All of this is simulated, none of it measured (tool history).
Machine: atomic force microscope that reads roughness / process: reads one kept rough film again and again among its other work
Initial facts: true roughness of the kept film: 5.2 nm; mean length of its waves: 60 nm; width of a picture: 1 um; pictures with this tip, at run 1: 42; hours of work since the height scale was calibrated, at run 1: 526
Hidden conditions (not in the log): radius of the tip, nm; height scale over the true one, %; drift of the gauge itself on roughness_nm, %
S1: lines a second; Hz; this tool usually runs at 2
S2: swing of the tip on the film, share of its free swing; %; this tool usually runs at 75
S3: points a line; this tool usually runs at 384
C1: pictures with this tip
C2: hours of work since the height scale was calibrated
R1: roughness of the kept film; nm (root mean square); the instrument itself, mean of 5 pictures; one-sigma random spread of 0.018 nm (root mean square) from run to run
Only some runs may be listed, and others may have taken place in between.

run 1 hour=0 | S1=2 S2=75 S3=384 | C1=42 C2=526 | R1=4.331
run 2 hour=26.5 | S1=2 S2=75 S3=384 | C1=99 C2=544 | R1=4.167
-- hour=28.8 new tip fitted
run 3 hour=62.6 | S1=2 S2=75 S3=384 | C1=73 C2=567 | R1=4.233
-- hour=77.4 new tip fitted
run 4 hour=100.1 | S1=2 S2=75 S3=384 | C1=49 C2=591 | R1=4.292
-- hour=126.5 new tip fitted
run 5 hour=139 | S1=2 S2=75 S3=384 | C1=27 C2=616 | R1=4.374
run 6 hour=170 | S1=2 S2=75 S3=384 | C1=94 C2=636 | R1=4.189
-- hour=174.4 new tip fitted
run 7 hour=194.8 | S1=2 S2=55 S3=344 | C1=44 C2=651 | R1=4.637
run 8 hour=219.8 | S1=0.62 S2=75 S3=670 | C1=98 C2=668 | R1=4.499
-- hour=224.2 new tip fitted
run 9 hour=243.8 | S1=2.56 S2=81 S3=285 | C1=43 C2=683 | R1=4
-- hour=273.2 new tip fitted
run 10 hour=274.6 | S1=2.56 S2=81 S3=285 | C1=3 C2=703 | R1=4.09
run 11 hour=295.7 | S1=3.14 S2=81 S3=285 | C1=49 C2=716 | R1=3.789

Branching from run 11: 3 alternative next runs. What would each branch give?
run A hour=319.6 | S1=2 S2=70 S3=549 | C1=101 C2=732 | R1=?
run B hour=319.6 | S1=3.14 S2=66 S3=285 | C1=101 C2=732 | R1=?
run C hour=319.6 | S1=2 S2=75 S3=547 | C1=101 C2=732 | R1=?

run=A R1=4.227
run=B R1=4.118
run=C R1=4.141
With no hidden state in the tool, these same runs would have given:
run=A R1=4.634
run=B R1=4.514
run=C R1=4.538

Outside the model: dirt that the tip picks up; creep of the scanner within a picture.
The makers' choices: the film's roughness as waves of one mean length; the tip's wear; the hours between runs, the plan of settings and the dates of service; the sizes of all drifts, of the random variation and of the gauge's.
